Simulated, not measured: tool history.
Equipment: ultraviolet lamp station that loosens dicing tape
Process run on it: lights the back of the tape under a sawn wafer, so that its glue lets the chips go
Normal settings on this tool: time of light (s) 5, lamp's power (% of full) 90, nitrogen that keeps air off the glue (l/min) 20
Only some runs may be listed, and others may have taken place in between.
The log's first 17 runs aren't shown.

run,hour,time of light (s),lamp's power (% of full),nitrogen that keeps air off the glue (l/min),force that peels the tape off (N),light that reached the tape (mJ/cm²)
18,178.2,5,90,20,0.359,259
19,186.5,5,90,20,0.381,254
20,193.2,5,90,20,0.358,261
21,208.0,5,90,20,0.358,254
22,216.2,5,90,20,0.373,257
23,230.2,5,90,20,0.380,249
24,242.8,5,99,15,0.329,273
25,256.2,5,99,15,0.347,274
26,267.1,8,86,20,0.233,378
27,277.2,8,86,20,0.255,384
28,288.1,8,89,20,0.253,390
29,297.2,8,60,10,0.438,262
30,312.3,7,88,20,0.270,335
31,321.3,7,69,9,0.467,262
32,334.7,7,69,9,0.447,262
33,348.0,7,90,17,0.286,344
34,361.3,2,65,22,1.699,70
35,372.7,2,65,22,1.644,68
36,381.7,2,65,22,1.706,71
37,392.9,8,61,22,0.367,261
38,400.6,9,63,13,0.344,302
39,415.4,9,63,13,0.347,295

Expected results for the next run?
40,428.7,2,75,20,?,?

{"run 40": {"force that peels the tape off (N)": 1.557, "light that reached the tape (mJ/cm²)": 75}}
Without the tool's hidden state the same run would have given force that peels the tape off (N) 1.187, light that reached the tape (mJ/cm²) 101.
